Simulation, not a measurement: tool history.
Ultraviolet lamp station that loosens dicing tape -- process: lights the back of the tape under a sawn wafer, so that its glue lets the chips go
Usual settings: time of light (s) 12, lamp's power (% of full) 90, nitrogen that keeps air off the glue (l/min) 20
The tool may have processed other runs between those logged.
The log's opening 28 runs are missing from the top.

| run | hour | time of light (s) | lamp's power (% of full) | nitrogen that keeps air off the glue (l/min) | force that peels the tape off (N) | light that reached the tape (mJ/cm²) |
|---|---|---|---|---|---|---|
| 29 | 500.9 | 18 | 84 | 8 | 0.973 | 363 |
| 30 | 515.5 | 21 | 91 | 21 | 0.39 | 453 |
| 31 | 538.1 | 24 | 90 | 17 | 0.368 | 508 |
| 32 | 552.2 | 10 | 66 | 17 | 1.828 | 159 |
| 33 | 563.6 | 11 | 66 | 17 | 1.645 | 170 |
| 34 | 586 | 11 | 66 | 17 | 1.698 | 167 |
| 35 | 599.1 | 6 | 73 | 16 | 2.527 | 104 |
| 36 | 610.9 | 6 | 73 | 16 | 2.607 | 101 |
| 37 | 633.9 | 7 | 93 | 34 | 1.5 | 148 |
| 38 | 654.6 | 22 | 90 | 20 | 0.409 | 447 |
| 39 | 668.1 | 22 | 90 | 20 | 0.405 | 435 |
| 40 | 682.2 | 22 | 77 | 20 | 0.51 | 374 |
| 41 | 702.8 | 17 | 66 | 7 | 1.637 | 249 |
| 42 | 713.6 | 17 | 66 | 7 | 1.575 | 241 |
| 43 | 728.3 | 13 | 78 | 34 | 0.863 | 221 |
| 44 | 742.5 | 13 | 78 | 34 | 0.887 | 218 |

Below are 3 alternative next runs, each starting from the tool's condition after run 44. Predict each:
|  | 751.8 | lamp changed |
| A | 762.5 | 10 | 99 | 16 | ? | ? |
|  | 751.8 | lamp changed |
| B | 762.5 | 9 | 63 | 35 | ? | ? |
|  | 751.8 | lamp changed |
| C | 762.5 | 11 | 90 | 8 | ? | ? |

| run | force that peels the tape off (N) | light that reached the tape (mJ/cm²) |
|---|---|---|
| A | 0.844 | 304 |
| B | 1.241 | 169 |
| C | 1.229 | 300 |
Without the tool's unlogged condition, the same runs would have read:
| run | force that peels the tape off (N) | light that reached the tape (mJ/cm²) |
|---|---|---|
| A | 0.752 | 328 |
| B | 1.125 | 183 |
| C | 1.115 | 324 |
